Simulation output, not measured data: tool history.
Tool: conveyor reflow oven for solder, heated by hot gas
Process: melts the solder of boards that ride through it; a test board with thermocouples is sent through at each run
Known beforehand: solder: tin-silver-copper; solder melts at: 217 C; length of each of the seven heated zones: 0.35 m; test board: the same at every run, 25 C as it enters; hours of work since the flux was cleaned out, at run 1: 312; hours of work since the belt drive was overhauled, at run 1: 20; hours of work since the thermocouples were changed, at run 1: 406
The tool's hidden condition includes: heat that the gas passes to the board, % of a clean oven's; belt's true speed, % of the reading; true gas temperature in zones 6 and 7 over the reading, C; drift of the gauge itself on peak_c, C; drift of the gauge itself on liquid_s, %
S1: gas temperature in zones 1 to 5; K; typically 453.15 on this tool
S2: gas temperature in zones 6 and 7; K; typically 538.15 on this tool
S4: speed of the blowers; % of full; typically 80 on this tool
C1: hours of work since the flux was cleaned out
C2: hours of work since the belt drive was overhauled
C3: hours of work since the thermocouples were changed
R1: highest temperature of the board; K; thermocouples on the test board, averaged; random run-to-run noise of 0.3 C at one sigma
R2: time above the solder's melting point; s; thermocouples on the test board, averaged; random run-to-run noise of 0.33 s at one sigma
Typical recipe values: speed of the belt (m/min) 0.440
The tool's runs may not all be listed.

Run 1, day 0.000: usual settings; C1 312; C2 20; C3 406. Result: R1 523.05 K, R2 71.4 s.
Run 2, day 0.275: usual settings; C1 317; C2 25; C3 412. Result: R1 522.65 K, R2 71.8 s.
Run 3, day 0.683: usual settings; C1 325; C2 33; C3 420. Result: R1 522.65 K, R2 71.5 s.
Run 4, day 1.112: usual settings; C1 333; C2 41; C3 428. Result: R1 522.55 K, R2 71.6 s.
Run 5, day 1.388: usual settings but S2 528.15 K; C1 338; C2 46; C3 433. Result: R1 514.35 K, R2 62.1 s.
Run 6, day 1.862: usual settings but S2 528.15 K, speed of the belt (m/min) 0.413; C1 347; C2 55; C3 442. Result: R1 515.85 K, R2 69.5 s.
Run 7, day 2.071: usual settings but S2 528.15 K, speed of the belt (m/min) 0.413; C1 351; C2 59; C3 446. Result: R1 516.05 K, R2 69.0 s.
Run 8, day 2.400: usual settings; C1 358; C2 66; C3 452. Result: R1 522.65 K, R2 70.7 s.
Run 9, day 2.617: usual settings; C1 362; C2 70; C3 457. Result: R1 522.55 K, R2 71.0 s.
Run 10, day 2.958: usual settings but S2 545.15 K; C1 368; C2 76; C3 463. Result: R1 528.05 K, R2 76.6 s.
Run 11, day 3.388: usual settings but S2 545.15 K; C1 377; C2 84; C3 471. Result: R1 528.75 K, R2 76.6 s.
Run 12, day 3.625: usual settings but S1 462.15 K, S2 545.15 K; C1 381; C2 89; C3 476. Result: R1 529.85 K, R2 82.4 s.
Run 13, day 3.896: usual settings but speed of the belt (m/min) 0.522; C1 386; C2 94; C3 481. Result: R1 515.85 K, R2 51.9 s.
Run 14, day 4.342: usual settings but speed of the belt (m/min) 0.522; C1 395; C2 103; C3 490. Result: R1 516.45 K, R2 51.6 s.
Run 15, day 4.554: usual settings but S1 443.15 K; C1 399; C2 107; C3 494. Result: R1 520.85 K, R2 63.4 s.
Run 16, day 4.938: usual settings but S1 463.15 K, S2 544.15 K; C1 406; C2 114; C3 501. Result: R1 529.25 K, R2 82.2 s.
At day 5.229: flux residue cleaned out of gas plates and filters.
Run 17, day 5.492: usual settings but S1 459.15 K, S4 89 % of full; C1 5; C2 121; C3 508. Result: R1 528.55 K, R2 81.5 s.
Run 18, day 5.800: usual settings but S1 459.15 K, S4 89 % of full; C1 11; C2 127; C3 514. Result: R1 528.65 K, R2 81.2 s.
Run 19, day 6.117: usual settings but S1 467.15 K, S2 536.15 K, speed of the belt (m/min) 0.367, S4 88 % of full; C1 17; C2 133; C3 520. Result: R1 531.25 K, R2 106.2 s.
Run 20, day 6.412: usual settings but S1 467.15 K, S2 536.15 K, speed of the belt (m/min) 0.367, S4 88 % of full; C1 23; C2 138; C3 525. Result: R1 531.15 K, R2 105.6 s.
Run 21, day 6.625: usual settings but S1 467.15 K, S2 536.15 K, speed of the belt (m/min) 0.367, S4 88 % of full; C1 27; C2 143; C3 529. Result: R1 530.55 K, R2 106.4 s.
Run 22, day 7.004: usual settings but S1 455.15 K, S2 536.15 K, speed of the belt (m/min) 0.374, S4 51 % of full; C1 34; C2 150; C3 537. Result: R1 523.15 K, R2 85.9 s.
Run 23, day 7.438: usual settings but S1 455.15 K, S2 536.15 K, speed of the belt (m/min) 0.367, S4 57 % of full; C1 42; C2 158; C3 545. Result: R1 524.75 K, R2 90.8 s.

Measured less the same run without the tool's hidden state. The same run-to-run variation is in both; the gauge's scatter may not be:
run     R1    R2
  1  -1.80  -2.6
  2  -1.70  -2.6
  3  -1.80  -2.7
  4  -1.90  -2.7
  5  -1.70  -3.6
  6  -1.50  -3.3
  7  -1.50  -3.3
  8  -2.00  -2.9
  9  -2.10  -3.0
 10  -2.30  -2.5
 11  -2.40  -2.5
 12  -2.10  -1.9
 13  -3.10  -4.5
 14  -3.30  -4.6
 15  -2.70  -4.0
 16  -2.10  -2.0
 17  +1.50  +1.6
 18  +1.40  +1.5
 19  +1.50  +1.5
 20  +1.50  +1.5
 21  +1.40  +1.6
 22  +1.40  +2.1
 23  +1.40  +2.0
